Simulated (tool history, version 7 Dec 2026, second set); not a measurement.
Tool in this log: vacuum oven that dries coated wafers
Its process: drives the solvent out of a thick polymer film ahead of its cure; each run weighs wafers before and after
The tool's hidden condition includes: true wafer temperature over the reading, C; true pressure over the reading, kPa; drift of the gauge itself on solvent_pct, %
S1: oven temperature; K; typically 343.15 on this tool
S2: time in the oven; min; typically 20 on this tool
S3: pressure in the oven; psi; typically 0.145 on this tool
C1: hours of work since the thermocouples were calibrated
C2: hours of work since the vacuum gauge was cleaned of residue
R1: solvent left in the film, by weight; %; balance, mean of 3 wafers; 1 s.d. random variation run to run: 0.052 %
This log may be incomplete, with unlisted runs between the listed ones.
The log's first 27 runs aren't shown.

run	hour	S1	S2	S3	C1	C2	R1
28	1843.7	355.15	10	0.123	155	1391	1.66
29	1885.4	355.15	10	0.123	181	1418	1.67
30	1972.9	355.15	10	0.123	236	1473	1.61
31	2051.5	343.15	22	0.347	286	1523	3.37
# hour 2072.6: oven's thermocouples calibrated, once more
# hour 2122.8: vacuum gauge cleaned of residue and calibrated
32	2142.4	355.15	20	0.39	43	12	1.23
33	2186.1	355.15	20	0.39	71	40	1.19
34	2281	335.15	16	0.249	131	100	6.01
35	2340.2	335.15	16	0.249	169	138	6.15
36	2406.3	346.15	20	0.145	211	180	1.18
37	2495	341.15	20	0.145	267	236	2.32
38	2550.7	335.15	20	0.145	302	271	4.57
39	2593.3	335.15	20	0.145	329	298	4.54
40	2681.5	337.15	20	0.145	385	354	3.74
41	2735	336.15	12	0.236	419	388	7.55
42	2793	345.15	22	0.18	455	425	1.46
43	2832.9	349.15	27	0.21	481	450	0.96
44	2924.8	336.15	34	0.234	539	508	2.8
45	2982	341.15	31	0.074	575	544	0.99
46	3077.4	341.15	31	0.074	636	605	1.08

4 ways to go on from here, each from the tool as it stands after run 46. What would each give?
A	3146	341.15	27	0.074	679	648	?
B	3146	333.15	20	0.112	679	648	?
C	3146	345.15	14	0.074	679	648	?
D	3146	336.15	16	0.116	679	648	?

run	R1
A	1.32
B	5.45
C	2.4
D	5.29
Stripped of hidden state, with their random variation kept, the same runs would have yielded:
run	R1
A	0.93
B	4.73
C	1.93
D	4.62

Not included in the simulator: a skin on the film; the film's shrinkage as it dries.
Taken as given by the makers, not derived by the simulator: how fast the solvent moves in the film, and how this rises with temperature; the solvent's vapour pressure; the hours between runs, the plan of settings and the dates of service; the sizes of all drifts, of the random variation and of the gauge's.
